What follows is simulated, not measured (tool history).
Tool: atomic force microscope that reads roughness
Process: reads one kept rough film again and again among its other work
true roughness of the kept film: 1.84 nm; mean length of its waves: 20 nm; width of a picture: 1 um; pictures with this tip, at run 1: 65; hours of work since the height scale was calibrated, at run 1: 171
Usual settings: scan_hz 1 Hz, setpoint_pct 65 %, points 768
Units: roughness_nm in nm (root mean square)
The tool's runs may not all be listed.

run,hour,scan_hz,setpoint_pct,points,pictures with this tip,hours of work since the height scale was calibrated,roughness_nm
1,0,1,65,768,65,171,1.628
2,13.2,1,65,768,79,178,1.639
3,34.4,1,65,768,102,189,1.624
4,49.2,1,65,768,117,197,1.628
5,70.3,1,67,768,139,209,1.62
6,80.1,1,65,768,150,214,1.63
# hour 93.2: new tip fitted
7,96.4,1,65,768,3,223,1.625
8,115,1,65,768,23,233,1.634
9,136.3,1,65,768,45,244,1.621
10,150.2,1,65,768,60,251,1.625
11,161.9,1,65,768,72,258,1.635
12,183.7,1,65,768,95,269,1.637
13,194.6,1,73,768,107,275,1.6
14,213.3,3.69,65,768,127,285,1.508
15,229.9,3.69,65,768,144,294,1.52
16,241.4,1,65,768,156,300,1.628
# hour 249: new tip fitted
17,251.4,1,65,768,2,306,1.633
18,269.9,1,65,768,22,316,1.636
19,279.9,1,65,768,32,321,1.616
20,293.8,0.99,65,768,47,328,1.62
21,304.8,0.99,65,768,58,334,1.634
22,319.6,0.99,65,768,74,342,1.642
23,340.9,0.99,65,768,96,354,1.613
24,352.7,0.99,65,768,109,360,1.618
25,363.8,0.99,65,768,120,366,1.619
26,372.9,0.99,65,768,130,371,1.624
27,393.5,1.98,65,655,152,382,1.567
# hour 405: new tip fitted
28,412.5,1,83,768,8,392,1.564
29,427.6,1,83,768,24,400,1.537
30,449.2,1,58,768,47,412,1.652
31,462.4,3.6,71,611,61,419,1.451
32,473.9,3.21,58,944,73,425,1.585
33,491.5,3.21,78,480,91,434,1.384
34,506.1,3.06,59,514,107,442,1.56
35,524.4,1,65,354,126,452,1.602
36,546.4,1,74,293,149,464,1.563
37,558.1,1,74,293,162,470,1.565
# hour 560.2: new tip fitted
38,569.8,1,74,293,10,476,1.555
39,579.9,1.4,65,798,21,482,1.62
40,594.9,1,56,768,37,490,1.656
41,616.1,0.57,65,768,59,501,1.649
42,635.9,0.57,65,768,80,512,1.641
43,649.7,1.59,76,637,94,519,1.55
44,665.8,1.99,57,988,111,528,1.618
45,676.8,1.99,57,988,123,534,1.615
46,690,1.99,57,526,137,541,1.623
47,700.2,1.07,57,529,148,546,1.633
# hour 714.8: new tip fitted
48,715.2,2.66,63,768,0,554,1.572
49,729.9,2.66,66,768,15,562,1.544
50,748.2,2.66,66,768,35,572,1.553
51,767,2.96,66,445,55,582,1.525
52,777.2,1.65,58,445,65,587,1.613

How the hidden state differs across the entries between the runs, from the last listed run before each to the first after it:
Between runs 6 and 7: new tip fitted (hour 93.2)
  radius of the tip, nm: 5.2 -> 5
Between runs 16 and 17: new tip fitted (hour 249)
  radius of the tip, nm: 5.2 -> 5
Between runs 27 and 28: new tip fitted (hour 405)
  radius of the tip, nm: 5.2 -> 5
Between runs 37 and 38: new tip fitted (hour 560.2)
  radius of the tip, nm: 5.3 -> 5
Between runs 47 and 48: new tip fitted (hour 714.8)
  radius of the tip, nm: 5.2 -> 5
